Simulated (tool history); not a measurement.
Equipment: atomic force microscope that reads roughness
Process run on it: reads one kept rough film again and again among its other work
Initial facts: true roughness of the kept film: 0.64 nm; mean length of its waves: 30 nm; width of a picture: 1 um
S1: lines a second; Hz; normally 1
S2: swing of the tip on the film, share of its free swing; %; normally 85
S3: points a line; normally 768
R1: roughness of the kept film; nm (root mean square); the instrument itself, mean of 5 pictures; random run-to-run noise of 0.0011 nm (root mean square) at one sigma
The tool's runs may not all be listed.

Run 1, day 0: usual settings. Result: R1 0.57 nm (root mean square).
Run 2, day 0.671: usual settings. Result: R1 0.57 nm (root mean square).
Run 3, day 1.154: usual settings. Result: R1 0.568 nm (root mean square).
Run 4, day 1.6: usual settings. Result: R1 0.565 nm (root mean square).
Run 5, day 2.429: usual settings but S1 2.71 Hz. Result: R1 0.483 nm (root mean square).
Run 6, day 2.904: usual settings. Result: R1 0.564 nm (root mean square).
Run 7, day 3.608: usual settings. Result: R1 0.56 nm (root mean square).
At day 3.912: new tip fitted.
Run 8, day 4.567: usual settings. Result: R1 0.569 nm (root mean square).
Run 9, day 5.1: usual settings but S2 62 %. Result: R1 0.611 nm (root mean square).
Run 10, day 5.946: usual settings but S1 2.47 Hz, S2 56 %, S3 261. Result: R1 0.587 nm (root mean square).
Run 11, day 6.871: usual settings but S1 2.47 Hz, S2 56 %, S3 261. Result: R1 0.586 nm (root mean square).
At day 7.867: new tip fitted.
Run 12, day 7.896: usual settings but S1 2.47 Hz, S2 58 %, S3 355. Result: R1 0.594 nm (root mean square).
At day 8.029: height scale calibrated on a step standard.
Run 13, day 8.904: usual settings but S1 0.63 Hz, S2 77 %, S3 362. Result: R1 0.599 nm (root mean square).
Run 14, day 9.633: usual settings but S1 1.98 Hz, S2 66 %, S3 957. Result: R1 0.583 nm (root mean square).
Run 15, day 10.242: usual settings but S1 1.98 Hz, S2 66 %, S3 957. Result: R1 0.58 nm (root mean square).
Run 16, day 10.733: usual settings but S1 2.45 Hz, S2 59 %, S3 492. Result: R1 0.588 nm (root mean square).
Run 17, day 11.333: usual settings but S1 0.6 Hz, S2 58 %, S3 331. Result: R1 0.61 nm (root mean square).

Here are 3 independent what-if runs from the current tool condition. What would each one return?
At day 11.883: new tip fitted.
At day 12.008: height scale calibrated on a step standard, once more.
Run A, day 12.229: usual settings but S1 0.63 Hz, S2 57 %, S3 331. Result: R1 ?.
At day 11.883: new tip fitted.
At day 12.008: height scale calibrated on a step standard, once more.
Run B, day 12.229: usual settings but S2 58 %, S3 728. Result: R1 ?.
At day 11.883: new tip fitted.
At day 12.008: height scale calibrated on a step standard, once more.
Run C, day 12.229: usual settings but S1 2.7 Hz, S2 63 %, S3 331. Result: R1 ?.

run     R1
  A  0.616
  B  0.613
  C  0.573
Take away the tool's hidden state, keep each run's random variation, and the runs would have read:
run     R1
  A  0.618
  B  0.615
  C  0.575
